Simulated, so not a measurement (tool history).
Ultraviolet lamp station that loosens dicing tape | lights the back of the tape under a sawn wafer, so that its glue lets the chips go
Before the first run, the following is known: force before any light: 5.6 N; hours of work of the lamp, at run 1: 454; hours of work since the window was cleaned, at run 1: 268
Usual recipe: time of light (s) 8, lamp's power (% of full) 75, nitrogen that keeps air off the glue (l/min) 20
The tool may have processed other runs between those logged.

run,day,time of light (s),lamp's power (% of full),nitrogen that keeps air off the glue (l/min),hours of work of the lamp,hours of work since the window was cleaned,force that peels the tape off (N),light that reached the tape (J/m2)
1,0,8,75,20,454,268,0.901,3990
2,1.312,8,75,20,472,286,0.9,3990
3,2.367,8,75,20,487,300,0.904,3960
4,3.133,8,75,20,497,311,0.891,3930
5,4.383,8,75,20,515,328,0.894,3990
6,5.458,8,75,20,529,343,0.885,3920
7,6.021,8,75,20,537,351,0.872,4030
8,7.046,8,75,20,551,365,0.904,3980
9,8.396,8,75,20,570,384,0.917,4020
10,9.012,5,75,20,579,392,1.688,2510
# day 9.125: window cleaned of glue's vapour
11,9.958,5,75,20,591,12,1.642,2480
12,11.025,4,81,11,606,26,2.201,2160
13,12.312,4,81,11,624,44,2.241,2170
14,13.321,4,81,11,638,58,2.33,2130
15,14.154,7,61,22,649,70,1.382,2850
16,15.4,7,61,22,667,87,1.374,2810
17,16.412,13,64,10,681,101,0.703,5500

Each row is a separate what-if for the run after 17, all from the same tool condition, not one after another. Results?
A,17.408,5,97,14,695,115,?,?
B,17.408,5,77,6,695,115,?,?
C,17.408,13,72,6,695,115,?,?

run,force that peels the tape off (N),light that reached the tape (J/m2)
A,1.376,3230
B,2.225,2560
C,0.758,6190
Stripped of hidden state, with their random variation kept, the same runs would have yielded:
run,force that peels the tape off (N),light that reached the tape (J/m2)
A,1.372,3230
B,2.222,2570
C,0.756,6210

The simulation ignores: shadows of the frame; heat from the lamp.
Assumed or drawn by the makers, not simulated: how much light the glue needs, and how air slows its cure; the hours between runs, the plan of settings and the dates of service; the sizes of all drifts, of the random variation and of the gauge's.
